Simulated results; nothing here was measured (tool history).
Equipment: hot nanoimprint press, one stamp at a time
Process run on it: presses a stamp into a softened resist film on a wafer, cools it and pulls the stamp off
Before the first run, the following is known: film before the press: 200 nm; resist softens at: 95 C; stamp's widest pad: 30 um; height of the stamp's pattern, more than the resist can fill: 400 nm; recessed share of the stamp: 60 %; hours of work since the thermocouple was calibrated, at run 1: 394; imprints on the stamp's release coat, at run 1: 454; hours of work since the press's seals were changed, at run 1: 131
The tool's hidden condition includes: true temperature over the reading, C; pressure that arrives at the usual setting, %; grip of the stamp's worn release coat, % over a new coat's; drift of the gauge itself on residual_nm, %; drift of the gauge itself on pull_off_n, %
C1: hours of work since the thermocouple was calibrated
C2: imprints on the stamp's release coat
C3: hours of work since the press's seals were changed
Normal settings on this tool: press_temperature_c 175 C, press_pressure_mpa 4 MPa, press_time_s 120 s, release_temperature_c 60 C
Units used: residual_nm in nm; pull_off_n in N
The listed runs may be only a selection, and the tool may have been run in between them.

run 1 day=0 | press_temperature_c=175 press_pressure_mpa=4 press_time_s=120 release_temperature_c=60 | C1=394 C2=454 C3=131 | residual_nm=119.6 pull_off_n=231
run 2 day=0.575 | press_temperature_c=175 press_pressure_mpa=4 press_time_s=120 release_temperature_c=60 | C1=402 C2=513 C3=140 | residual_nm=120.4 pull_off_n=240
run 3 day=1.025 | press_temperature_c=180 press_pressure_mpa=4 press_time_s=120 release_temperature_c=60 | C1=409 C2=558 C3=146 | residual_nm=108.9 pull_off_n=252
run 4 day=1.308 | press_temperature_c=180 press_pressure_mpa=4 press_time_s=120 release_temperature_c=60 | C1=413 C2=587 C3=151 | residual_nm=109 pull_off_n=246
-- day=1.758 stamp cleaned and given a new release coat
run 5 day=1.933 | press_temperature_c=180 press_pressure_mpa=4 press_time_s=120 release_temperature_c=60 | C1=419 C2=18 C3=156 | residual_nm=108.4 pull_off_n=219
run 6 day=2.188 | press_temperature_c=175 press_pressure_mpa=2.71 press_time_s=120 release_temperature_c=60 | C1=422 C2=44 C3=160 | residual_nm=140.5 pull_off_n=215
run 7 day=2.621 | press_temperature_c=175 press_pressure_mpa=4 press_time_s=227 release_temperature_c=60 | C1=429 C2=88 C3=166 | residual_nm=98.8 pull_off_n=213

For run 8, what comes out?
-- day=2.779 plate thermocouple calibrated
run 8 day=3.062 | press_temperature_c=171 press_pressure_mpa=5.58 press_time_s=69 release_temperature_c=64 | C1=4 C2=120 C3=171 | residual_nm=? pull_off_n=?

Run 8 came out at residual_nm 131.8 nm, pull_off_n 210 N.
Had the tool carried no hidden state, the very same run would have given residual_nm 127.4 nm, pull_off_n 198 N.

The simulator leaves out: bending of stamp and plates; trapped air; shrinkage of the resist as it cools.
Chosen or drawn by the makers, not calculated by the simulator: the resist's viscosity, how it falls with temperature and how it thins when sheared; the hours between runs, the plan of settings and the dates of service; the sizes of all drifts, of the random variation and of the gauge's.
